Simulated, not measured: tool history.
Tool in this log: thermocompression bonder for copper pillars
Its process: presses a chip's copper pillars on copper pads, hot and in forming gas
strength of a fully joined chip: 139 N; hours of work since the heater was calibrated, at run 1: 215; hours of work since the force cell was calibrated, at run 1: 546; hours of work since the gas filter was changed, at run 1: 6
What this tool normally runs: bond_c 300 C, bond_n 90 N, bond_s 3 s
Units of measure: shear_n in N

| run | day | bond_c | bond_n | bond_s | hours of work since the heater was calibrated | hours of work since the force cell was calibrated | hours of work since the gas filter was changed | shear_n |
|---|---|---|---|---|---|---|---|---|
| 1 | 0 | 300 | 90 | 3 | 215 | 546 | 6 | 87.8 |
| 2 | 2.062 | 300 | 90 | 3 | 250 | 580 | 40 | 84.2 |
| 3 | 5.7 | 300 | 90 | 3 | 311 | 641 | 101 | 83 |
| 4 | 7.996 | 300 | 90 | 3 | 349 | 680 | 140 | 82 |
| 5 | 11.067 | 312 | 90 | 3 | 401 | 731 | 191 | 86.3 |
| 6 | 13.742 | 286 | 90 | 3 | 446 | 776 | 236 | 66.9 |
| 7 | 16.592 | 300 | 60 | 3 | 494 | 824 | 284 | 54.3 |
|  | 18.071 | forming gas filter changed |
|  | 18.712 | heater calibrated with a thermocouple chip |
| 8 | 18.812 | 300 | 60 | 3 | 2 | 860 | 11 | 67.4 |
| 9 | 21.854 | 300 | 60 | 3 | 53 | 911 | 62 | 68 |
| 10 | 24.688 | 300 | 90 | 9 | 100 | 958 | 110 | 110.7 |
| 11 | 28.046 | 300 | 90 | 4 | 157 | 1014 | 166 | 88.2 |
| 12 | 31.683 | 300 | 75 | 3 | 218 | 1075 | 227 | 68.9 |
| 13 | 34.438 | 300 | 75 | 3 | 264 | 1122 | 273 | 68.3 |
|  | 36.721 | forming gas filter changed |
| 14 | 37.454 | 300 | 75 | 3 | 314 | 1172 | 12 | 73.6 |
| 15 | 40.067 | 295 | 90 | 3 | 358 | 1216 | 56 | 78 |
|  | 41.862 | force cell calibrated |
| 16 | 43.071 | 295 | 90 | 3 | 407 | 20 | 106 | 73 |
| 17 | 45.542 | 295 | 90 | 3 | 449 | 62 | 147 | 70.9 |
| 18 | 49.138 | 295 | 90 | 2 | 509 | 122 | 207 | 58.8 |
|  | 50.475 | heater calibrated with a thermocouple chip |
| 19 | 51.708 | 300 | 90 | 3 | 21 | 164 | 249 | 78.8 |
| 20 | 53.471 | 300 | 90 | 3 | 50 | 193 | 279 | 75.2 |
|  | 54.717 | force cell calibrated, once more |
| 21 | 55.062 | 300 | 90 | 3 | 76 | 6 | 304 | 82.7 |
|  | 55.408 | forming gas filter changed |
| 22 | 57.129 | 308 | 134 | 2 | 110 | 40 | 29 | 105.3 |
| 23 | 58.633 | 285 | 74 | 2 | 135 | 65 | 54 | 61 |
| 24 | 61.388 | 328 | 129 | 8 | 182 | 112 | 100 | 129.5 |
| 25 | 64.217 | 278 | 129 | 6 | 229 | 159 | 148 | 103.9 |
| 26 | 65.854 | 300 | 65 | 8 | 257 | 187 | 175 | 90.9 |
| 27 | 69.262 | 300 | 65 | 8 | 314 | 244 | 232 | 85.9 |
| 28 | 71.858 | 330 | 102 | 9 | 357 | 287 | 276 | 118.6 |
| 29 | 73.362 | 330 | 58 | 9 | 383 | 312 | 301 | 99.4 |
|  | 73.908 | forming gas filter changed |
| 30 | 75.592 | 329 | 111 | 9 | 420 | 350 | 28 | 128.8 |
| 31 | 78.85 | 329 | 111 | 9 | 474 | 404 | 83 | 125.1 |
|  | 82.029 | heater calibrated with a thermocouple chip |
| 32 | 82.654 | 329 | 57 | 3 | 11 | 467 | 145 | 81.4 |
| 33 | 85.758 | 329 | 57 | 3 | 63 | 519 | 197 | 77 |
| 34 | 87.596 | 300 | 90 | 2 | 93 | 549 | 228 | 72.8 |
| 35 | 89.458 | 287 | 74 | 6 | 125 | 581 | 260 | 78.2 |
|  | 92.442 | forming gas filter changed |
| 36 | 92.821 | 287 | 74 | 6 | 181 | 637 | 6 | 85.8 |
| 37 | 96.412 | 325 | 119 | 6 | 241 | 697 | 67 | 125.1 |
| 38 | 98.958 | 281 | 61 | 6 | 284 | 740 | 109 | 65.8 |

Below are 5 alternative next runs, each starting from the tool's condition after run 38. Predict each:
| A | 101.283 | 323 | 102 | 2 | 323 | 779 | 148 | ? |
| B | 101.283 | 276 | 61 | 6 | 323 | 779 | 148 | ? |
| C | 101.283 | 283 | 56 | 2 | 323 | 779 | 148 | ? |
| D | 101.283 | 300 | 90 | 9 | 323 | 779 | 148 | ? |
| E | 101.283 | 300 | 90 | 2 | 323 | 779 | 148 | ? |

| run | shear_n |
|---|---|
| A | 88.6 |
| B | 61 |
| C | 39.3 |
| D | 105.1 |
| E | 70.6 |
Without the tool's unlogged condition, the same runs would have read:
| run | shear_n |
|---|---|
| A | 102.4 |
| B | 74.1 |
| C | 48.9 |
| D | 119 |
| E | 84.3 |
